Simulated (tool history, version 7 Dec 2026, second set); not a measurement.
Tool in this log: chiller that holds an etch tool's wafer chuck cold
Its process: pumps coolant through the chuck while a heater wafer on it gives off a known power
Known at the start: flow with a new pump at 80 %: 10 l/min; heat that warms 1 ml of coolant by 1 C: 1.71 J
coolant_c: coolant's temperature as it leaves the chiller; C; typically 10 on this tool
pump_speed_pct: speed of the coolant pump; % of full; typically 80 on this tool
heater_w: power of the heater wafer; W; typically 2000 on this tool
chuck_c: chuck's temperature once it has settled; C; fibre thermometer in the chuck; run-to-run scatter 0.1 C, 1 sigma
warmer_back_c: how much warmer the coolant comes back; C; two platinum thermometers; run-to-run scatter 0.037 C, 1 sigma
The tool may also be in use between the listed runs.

run 1 hour=0 | coolant_c=10 pump_speed_pct=80 heater_w=2000 | chuck_c=23.8 warmer_back_c=7.03
run 2 hour=192 | coolant_c=10 pump_speed_pct=68 heater_w=2000 | chuck_c=25.8 warmer_back_c=8.36
run 3 hour=385 | coolant_c=10 pump_speed_pct=94 heater_w=2000 | chuck_c=22.5 warmer_back_c=5.91
run 4 hour=594.8 | coolant_c=10 pump_speed_pct=94 heater_w=2000 | chuck_c=22.7 warmer_back_c=6.04
run 5 hour=695.7 | coolant_c=10 pump_speed_pct=94 heater_w=2000 | chuck_c=22.5 warmer_back_c=5.98
run 6 hour=802.8 | coolant_c=10 pump_speed_pct=94 heater_w=2000 | chuck_c=22.7 warmer_back_c=5.89
run 7 hour=1007.5 | coolant_c=10 pump_speed_pct=80 heater_w=2000 | chuck_c=24.4 warmer_back_c=7.09
run 8 hour=1246.8 | coolant_c=10 pump_speed_pct=80 heater_w=2000 | chuck_c=24.7 warmer_back_c=7.12
-- hour=1277 chiller's thermometer calibrated
run 9 hour=1450.5 | coolant_c=10 pump_speed_pct=80 heater_w=2000 | chuck_c=24.1 warmer_back_c=7.17
run 10 hour=1600.5 | coolant_c=10 pump_speed_pct=80 heater_w=2000 | chuck_c=24.2 warmer_back_c=7.24
run 11 hour=1732.2 | coolant_c=10 pump_speed_pct=80 heater_w=2195 | chuck_c=25.5 warmer_back_c=7.98
run 12 hour=1925.8 | coolant_c=10 pump_speed_pct=80 heater_w=2000 | chuck_c=24.5 warmer_back_c=7.26
run 13 hour=2119.3 | coolant_c=10 pump_speed_pct=67 heater_w=2000 | chuck_c=26.8 warmer_back_c=8.92
run 14 hour=2228.2 | coolant_c=10 pump_speed_pct=67 heater_w=2000 | chuck_c=26.7 warmer_back_c=8.83
run 15 hour=2429.8 | coolant_c=10 pump_speed_pct=67 heater_w=2000 | chuck_c=27.1 warmer_back_c=8.95
run 16 hour=2619.9 | coolant_c=10 pump_speed_pct=67 heater_w=2000 | chuck_c=27.1 warmer_back_c=8.93
run 17 hour=2725.3 | coolant_c=10 pump_speed_pct=68 heater_w=2000 | chuck_c=27 warmer_back_c=8.74
run 18 hour=2846.8 | coolant_c=13 pump_speed_pct=69 heater_w=2011 | chuck_c=30.1 warmer_back_c=8.8
run 19 hour=3009 | coolant_c=10 pump_speed_pct=76 heater_w=1751 | chuck_c=23.8 warmer_back_c=6.86
run 20 hour=3220.5 | coolant_c=14 pump_speed_pct=84 heater_w=1139 | chuck_c=22.5 warmer_back_c=4.03
run 21 hour=3441 | coolant_c=7 pump_speed_pct=80 heater_w=1320 | chuck_c=17.5 warmer_back_c=4.95
run 22 hour=3560 | coolant_c=1 pump_speed_pct=93 heater_w=1320 | chuck_c=10.5 warmer_back_c=4.23
run 23 hour=3743.3 | coolant_c=0 pump_speed_pct=80 heater_w=1044 | chuck_c=8.5 warmer_back_c=3.94
run 24 hour=3939 | coolant_c=0 pump_speed_pct=80 heater_w=1044 | chuck_c=8.7 warmer_back_c=3.94
run 25 hour=4155.3 | coolant_c=9 pump_speed_pct=80 heater_w=2000 | chuck_c=25.2 warmer_back_c=7.54
-- hour=4245.5 coolant changed, channels flushed
run 26 hour=4348.3 | coolant_c=9 pump_speed_pct=89 heater_w=1336 | chuck_c=18.2 warmer_back_c=4.55
run 27 hour=4484 | coolant_c=10 pump_speed_pct=99 heater_w=1073 | chuck_c=17.1 warmer_back_c=3.26
run 28 hour=4658.9 | coolant_c=17 pump_speed_pct=80 heater_w=1890 | chuck_c=31 warmer_back_c=7.26
-- hour=4680.5 chiller's thermometer calibrated
run 29 hour=4893.3 | coolant_c=11 pump_speed_pct=60 heater_w=2074 | chuck_c=30 warmer_back_c=10.98
run 30 hour=5034.1 | coolant_c=13 pump_speed_pct=85 heater_w=1636 | chuck_c=24.6 warmer_back_c=5.91
run 31 hour=5253.7 | coolant_c=19 pump_speed_pct=85 heater_w=1935 | chuck_c=32.6 warmer_back_c=7.04
run 32 hour=5448.5 | coolant_c=19 pump_speed_pct=85 heater_w=1935 | chuck_c=32.7 warmer_back_c=7.01
run 33 hour=5572.5 | coolant_c=12 pump_speed_pct=80 heater_w=2275 | chuck_c=29.1 warmer_back_c=8.86

Here are 3 independent what-if runs from the current tool condition. What would each one return?
run A hour=5683.7 | coolant_c=9 pump_speed_pct=62 heater_w=1993 | chuck_c=? warmer_back_c=?
run B hour=5683.7 | coolant_c=18 pump_speed_pct=93 heater_w=2363 | chuck_c=? warmer_back_c=?
run C hour=5683.7 | coolant_c=14 pump_speed_pct=81 heater_w=2825 | chuck_c=? warmer_back_c=?

run=A chuck_c=27.4 warmer_back_c=10.25
run=B chuck_c=33.8 warmer_back_c=7.9
run=C chuck_c=34.9 warmer_back_c=10.83
Had the tool no hidden state, the same runs would have come out as:
run=A chuck_c=25.1 warmer_back_c=9.22
run=B chuck_c=31.8 warmer_back_c=7.1
run=C chuck_c=32.3 warmer_back_c=9.73
